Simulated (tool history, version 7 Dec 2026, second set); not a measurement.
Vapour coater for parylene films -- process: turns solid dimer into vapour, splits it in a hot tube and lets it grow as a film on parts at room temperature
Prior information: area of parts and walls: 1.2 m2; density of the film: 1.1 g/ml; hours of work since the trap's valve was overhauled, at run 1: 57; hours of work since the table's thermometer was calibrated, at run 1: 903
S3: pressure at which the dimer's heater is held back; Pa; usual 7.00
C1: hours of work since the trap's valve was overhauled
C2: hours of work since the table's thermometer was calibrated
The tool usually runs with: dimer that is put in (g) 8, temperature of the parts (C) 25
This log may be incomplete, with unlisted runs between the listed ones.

{"run": 1, "hour": 0.0, "dimer that is put in (g)": 8, "temperature of the parts (C)": 25, "S3": 7.0, "C1": 57, "C2": 903, "thickness of the film (µm)": 3.55}
{"run": 2, "hour": 32.9, "dimer that is put in (g)": 8, "temperature of the parts (C)": 25, "S3": 7.0, "C1": 80, "C2": 926, "thickness of the film (µm)": 3.49}
{"run": 3, "hour": 69.7, "dimer that is put in (g)": 8, "temperature of the parts (C)": 25, "S3": 7.0, "C1": 106, "C2": 951, "thickness of the film (µm)": 3.47}
{"run": 4, "hour": 95.0, "dimer that is put in (g)": 8, "temperature of the parts (C)": 25, "S3": 7.0, "C1": 123, "C2": 969, "thickness of the film (µm)": 3.43}
{"run": 5, "hour": 120.6, "dimer that is put in (g)": 8, "temperature of the parts (C)": 25, "S3": 7.0, "C1": 141, "C2": 987, "thickness of the film (µm)": 3.49}
{"run": 6, "hour": 155.2, "dimer that is put in (g)": 8, "temperature of the parts (C)": 25, "S3": 7.0, "C1": 165, "C2": 1011, "thickness of the film (µm)": 3.42}
{"run": 7, "hour": 187.1, "dimer that is put in (g)": 3, "temperature of the parts (C)": 25, "S3": 7.0, "C1": 187, "C2": 1033, "thickness of the film (µm)": 1.27}
{"run": 8, "hour": 224.9, "dimer that is put in (g)": 3, "temperature of the parts (C)": 25, "S3": 7.0, "C1": 214, "C2": 1059, "thickness of the film (µm)": 1.24}
{"run": 9, "hour": 268.2, "dimer that is put in (g)": 3, "temperature of the parts (C)": 25, "S3": 7.0, "C1": 244, "C2": 1089, "thickness of the film (µm)": 1.24}
{"run": 10, "hour": 302.8, "dimer that is put in (g)": 3, "temperature of the parts (C)": 25, "S3": 7.0, "C1": 268, "C2": 1113, "thickness of the film (µm)": 1.23}
{"run": 11, "hour": 351.2, "dimer that is put in (g)": 3, "temperature of the parts (C)": 25, "S3": 7.0, "C1": 301, "C2": 1147, "thickness of the film (µm)": 1.21}
{"run": 12, "hour": 389.9, "dimer that is put in (g)": 3, "temperature of the parts (C)": 25, "S3": 7.0, "C1": 328, "C2": 1174, "thickness of the film (µm)": 1.16}
{"run": 13, "hour": 439.5, "dimer that is put in (g)": 8, "temperature of the parts (C)": 25, "S3": 6.38, "C1": 363, "C2": 1208, "thickness of the film (µm)": 3.14}
{"hour": 464.6, "done": "trap's valve overhauled"}
{"run": 14, "hour": 485.6, "dimer that is put in (g)": 8, "temperature of the parts (C)": 25, "S3": 4.58, "C1": 15, "C2": 1237, "thickness of the film (µm)": 3.87}
{"run": 15, "hour": 514.3, "dimer that is put in (g)": 8, "temperature of the parts (C)": 25, "S3": 4.58, "C1": 35, "C2": 1257, "thickness of the film (µm)": 3.86}
{"run": 16, "hour": 551.1, "dimer that is put in (g)": 8, "temperature of the parts (C)": 25, "S3": 4.58, "C1": 60, "C2": 1283, "thickness of the film (µm)": 3.73}
{"run": 17, "hour": 580.8, "dimer that is put in (g)": 8, "temperature of the parts (C)": 25, "S3": 7.0, "C1": 81, "C2": 1304, "thickness of the film (µm)": 3.49}
{"run": 18, "hour": 601.9, "dimer that is put in (g)": 8, "temperature of the parts (C)": 27, "S3": 7.0, "C1": 95, "C2": 1318, "thickness of the film (µm)": 3.3}
{"run": 19, "hour": 630.4, "dimer that is put in (g)": 8, "temperature of the parts (C)": 27, "S3": 7.0, "C1": 115, "C2": 1338, "thickness of the film (µm)": 3.22}
{"run": 20, "hour": 664.5, "dimer that is put in (g)": 8, "temperature of the parts (C)": 25, "S3": 7.0, "C1": 139, "C2": 1362, "thickness of the film (µm)": 3.41}
{"run": 21, "hour": 701.6, "dimer that is put in (g)": 8, "temperature of the parts (C)": 25, "S3": 5.44, "C1": 165, "C2": 1388, "thickness of the film (µm)": 3.62}
{"run": 22, "hour": 746.9, "dimer that is put in (g)": 8, "temperature of the parts (C)": 25, "S3": 5.44, "C1": 196, "C2": 1419, "thickness of the film (µm)": 3.48}
{"run": 23, "hour": 769.0, "dimer that is put in (g)": 8, "temperature of the parts (C)": 25, "S3": 5.44, "C1": 211, "C2": 1434, "thickness of the film (µm)": 3.53}
{"run": 24, "hour": 801.9, "dimer that is put in (g)": 8, "temperature of the parts (C)": 25, "S3": 5.44, "C1": 234, "C2": 1457, "thickness of the film (µm)": 3.49}
{"run": 25, "hour": 828.3, "dimer that is put in (g)": 8, "temperature of the parts (C)": 25, "S3": 5.44, "C1": 253, "C2": 1476, "thickness of the film (µm)": 3.4}
{"run": 26, "hour": 874.7, "dimer that is put in (g)": 8, "temperature of the parts (C)": 34, "S3": 5.4, "C1": 285, "C2": 1508, "thickness of the film (µm)": 2.64}
{"run": 27, "hour": 903.5, "dimer that is put in (g)": 8, "temperature of the parts (C)": 34, "S3": 5.4, "C1": 305, "C2": 1528, "thickness of the film (µm)": 2.59}
{"run": 28, "hour": 932.9, "dimer that is put in (g)": 8, "temperature of the parts (C)": 34, "S3": 5.4, "C1": 325, "C2": 1548, "thickness of the film (µm)": 2.53}
{"run": 29, "hour": 955.4, "dimer that is put in (g)": 5, "temperature of the parts (C)": 25, "S3": 9.94, "C1": 341, "C2": 1564, "thickness of the film (µm)": 1.91}
{"run": 30, "hour": 1000.2, "dimer that is put in (g)": 10, "temperature of the parts (C)": 22, "S3": 9.94, "C1": 372, "C2": 1595, "thickness of the film (µm)": 4.11}
{"hour": 1011.9, "done": "trap's valve overhauled"}
{"run": 31, "hour": 1043.3, "dimer that is put in (g)": 10, "temperature of the parts (C)": 30, "S3": 4.57, "C1": 22, "C2": 1622, "thickness of the film (µm)": 4.21}
{"run": 32, "hour": 1071.8, "dimer that is put in (g)": 10, "temperature of the parts (C)": 30, "S3": 4.57, "C1": 42, "C2": 1642, "thickness of the film (µm)": 4.11}
{"run": 33, "hour": 1099.9, "dimer that is put in (g)": 8, "temperature of the parts (C)": 23, "S3": 6.19, "C1": 61, "C2": 1661, "thickness of the film (µm)": 3.92}
{"run": 34, "hour": 1138.3, "dimer that is put in (g)": 8, "temperature of the parts (C)": 36, "S3": 6.01, "C1": 88, "C2": 1688, "thickness of the film (µm)": 2.65}
{"run": 35, "hour": 1171.5, "dimer that is put in (g)": 8, "temperature of the parts (C)": 30, "S3": 6.16, "C1": 111, "C2": 1711, "thickness of the film (µm)": 3.06}
{"run": 36, "hour": 1197.6, "dimer that is put in (g)": 3, "temperature of the parts (C)": 21, "S3": 6.16, "C1": 129, "C2": 1729, "thickness of the film (µm)": 1.51}
{"run": 37, "hour": 1243.4, "dimer that is put in (g)": 6, "temperature of the parts (C)": 20, "S3": 6.16, "C1": 161, "C2": 1761, "thickness of the film (µm)": 3.11}
{"run": 38, "hour": 1278.1, "dimer that is put in (g)": 6, "temperature of the parts (C)": 20, "S3": 6.16, "C1": 185, "C2": 1785, "thickness of the film (µm)": 3.02}
{"run": 39, "hour": 1319.6, "dimer that is put in (g)": 4, "temperature of the parts (C)": 36, "S3": 7.0, "C1": 214, "C2": 1814, "thickness of the film (µm)": 1.2}
{"run": 40, "hour": 1369.9, "dimer that is put in (g)": 4, "temperature of the parts (C)": 36, "S3": 7.0, "C1": 249, "C2": 1849, "thickness of the film (µm)": 1.18}
{"run": 41, "hour": 1417.6, "dimer that is put in (g)": 4, "temperature of the parts (C)": 36, "S3": 7.0, "C1": 282, "C2": 1882, "thickness of the film (µm)": 1.15}
{"run": 42, "hour": 1451.5, "dimer that is put in (g)": 6, "temperature of the parts (C)": 27, "S3": 7.0, "C1": 305, "C2": 1906, "thickness of the film (µm)": 2.31}
{"run": 43, "hour": 1488.0, "dimer that is put in (g)": 5, "temperature of the parts (C)": 25, "S3": 5.01, "C1": 331, "C2": 1931, "thickness of the film (µm)": 2.08}
{"run": 44, "hour": 1528.1, "dimer that is put in (g)": 3, "temperature of the parts (C)": 29, "S3": 2.92, "C1": 359, "C2": 1959, "thickness of the film (µm)": 1.2}
{"hour": 1560.3, "done": "trap's valve overhauled"}
{"run": 45, "hour": 1582.8, "dimer that is put in (g)": 5, "temperature of the parts (C)": 21, "S3": 2.27, "C1": 16, "C2": 1994, "thickness of the film (µm)": 3.06}
{"run": 46, "hour": 1620.2, "dimer that is put in (g)": 7, "temperature of the parts (C)": 22, "S3": 2.79, "C1": 42, "C2": 2020, "thickness of the film (µm)": 4.0}

Measured less the same run without the tool's hidden state. The same run-to-run variation is in both; the gauge's scatter may not be:
Unlogged tool condition in this case: vapour lost through the trap's worn valve, %; true temperature of the parts over the reading, C; drift of the gauge itself on film_um, %.
run=1 thickness_of_the_film_(µm)=-0.03
run=2 thickness_of_the_film_(µm)=-0.06
run=3 thickness_of_the_film_(µm)=-0.09
run=4 thickness_of_the_film_(µm)=-0.11
run=5 thickness_of_the_film_(µm)=-0.13
run=6 thickness_of_the_film_(µm)=-0.16
run=7 thickness_of_the_film_(µm)=-0.07
run=8 thickness_of_the_film_(µm)=-0.08
run=9 thickness_of_the_film_(µm)=-0.10
run=10 thickness_of_the_film_(µm)=-0.12
run=11 thickness_of_the_film_(µm)=-0.13
run=12 thickness_of_the_film_(µm)=-0.15
run=13 thickness_of_the_film_(µm)=-0.43
run=14 thickness_of_the_film_(µm)=+0.07
run=15 thickness_of_the_film_(µm)=+0.04
run=16 thickness_of_the_film_(µm)=+0.01
run=17 thickness_of_the_film_(µm)=-0.02
run=18 thickness_of_the_film_(µm)=-0.04
run=19 thickness_of_the_film_(µm)=-0.07
run=20 thickness_of_the_film_(µm)=-0.10
run=21 thickness_of_the_film_(µm)=-0.14
run=22 thickness_of_the_film_(µm)=-0.19
run=23 thickness_of_the_film_(µm)=-0.21
run=24 thickness_of_the_film_(µm)=-0.24
run=25 thickness_of_the_film_(µm)=-0.26
run=26 thickness_of_the_film_(µm)=-0.23
run=27 thickness_of_the_film_(µm)=-0.26
run=28 thickness_of_the_film_(µm)=-0.28
run=29 thickness_of_the_film_(µm)=-0.22
run=30 thickness_of_the_film_(µm)=-0.54
run=31 thickness_of_the_film_(µm)=+0.09
run=32 thickness_of_the_film_(µm)=+0.06
run=33 thickness_of_the_film_(µm)=+0.03
run=34 thickness_of_the_film_(µm)=-0.01
run=35 thickness_of_the_film_(µm)=-0.04
run=36 thickness_of_the_film_(µm)=-0.02
run=37 thickness_of_the_film_(µm)=-0.09
run=38 thickness_of_the_film_(µm)=-0.13
run=39 thickness_of_the_film_(µm)=-0.06
run=40 thickness_of_the_film_(µm)=-0.08
run=41 thickness_of_the_film_(µm)=-0.09
run=42 thickness_of_the_film_(µm)=-0.21
run=43 thickness_of_the_film_(µm)=-0.21
run=44 thickness_of_the_film_(µm)=-0.13
run=45 thickness_of_the_film_(µm)=+0.07
run=46 thickness_of_the_film_(µm)=+0.06
